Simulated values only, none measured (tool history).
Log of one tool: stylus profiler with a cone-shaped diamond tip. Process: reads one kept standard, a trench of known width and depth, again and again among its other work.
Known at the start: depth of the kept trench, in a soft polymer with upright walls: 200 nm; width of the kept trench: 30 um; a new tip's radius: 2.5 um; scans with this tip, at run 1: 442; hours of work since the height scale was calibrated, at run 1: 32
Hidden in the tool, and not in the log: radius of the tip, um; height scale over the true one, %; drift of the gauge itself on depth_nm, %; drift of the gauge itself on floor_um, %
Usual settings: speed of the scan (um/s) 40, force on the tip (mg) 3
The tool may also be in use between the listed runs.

run,day,speed of the scan (um/s),force on the tip (mg),scans with this tip,hours of work since the height scale was calibrated,depth of the trench (Å),width of the trench's floor (um)
1,0,40,3,442,32,2015.5,27.93
2,0.792,13,3,637,47,2014.3,28.01
3,1.675,13,3,854,63,2014.6,27.97
4,2.654,13,3.48,1095,80,2016.6,27.95
5,3.392,13,3.48,1276,93,2016.8,27.97
6,4.175,13,3.48,1468,107,2016.2,27.95
7,4.95,13,3.48,1660,121,2016.1,28.01
8,5.383,40,7.82,1766,129,2028.5,27.99
9,5.942,47,3,1903,139,2013.5,27.89
10,6.779,40,1.78,2109,154,2009.5,27.8
11,7.708,40,1.78,2338,171,2009.8,27.82
# day 7.804: height scale calibrated on a step standard
12,8.467,40,1.78,2518,12,2010,27.79
13,9.271,13,3.21,2716,26,2015,27.91
14,10.233,13,3.21,2953,44,2015,27.95
15,11.179,22,2.64,3186,61,2012.9,27.82
# day 11.95: height scale calibrated on a step standard, once more
16,12.012,99,5.78,3386,1,2022.6,27.71
17,12.883,59,7.7,3599,17,2028.3,27.83
18,13.55,28,1.99,3763,29,2010.8,27.8
19,14.462,48,1.73,3987,45,2009.8,27.74
20,14.921,48,1.73,4101,53,2009.7,27.73
21,15.621,48,1.73,4273,66,2010.9,27.75
22,16.288,113,2.4,4437,78,2012.1,27.55
23,16.954,54,4.28,4601,90,2018.8,27.74
24,17.788,115,1.32,4805,105,2008,27.42

Hidden state at the last listed run before each entry between runs and at the first one after, where it differs:
Between runs 11 and 12: height scale calibrated on a step standard (day 7.804)
  radius of the tip, um: 2.68 -> 2.7; height scale over the true one, %: -0.04 -> -0.051
  measured less the result without the state, depth of the trench (Å): -0.8 -> -1; width of the trench's floor (um): -0.08 -> -0.08
Between runs 15 and 16: height scale calibrated on a step standard, once more (day 11.95)
  radius of the tip, um: 2.77 -> 2.8; height scale over the true one, %: -0.057 -> -0.022
  measured less the result without the state, depth of the trench (Å): -1.2 -> -0.5; width of the trench's floor (um): -0.11 -> -0.12
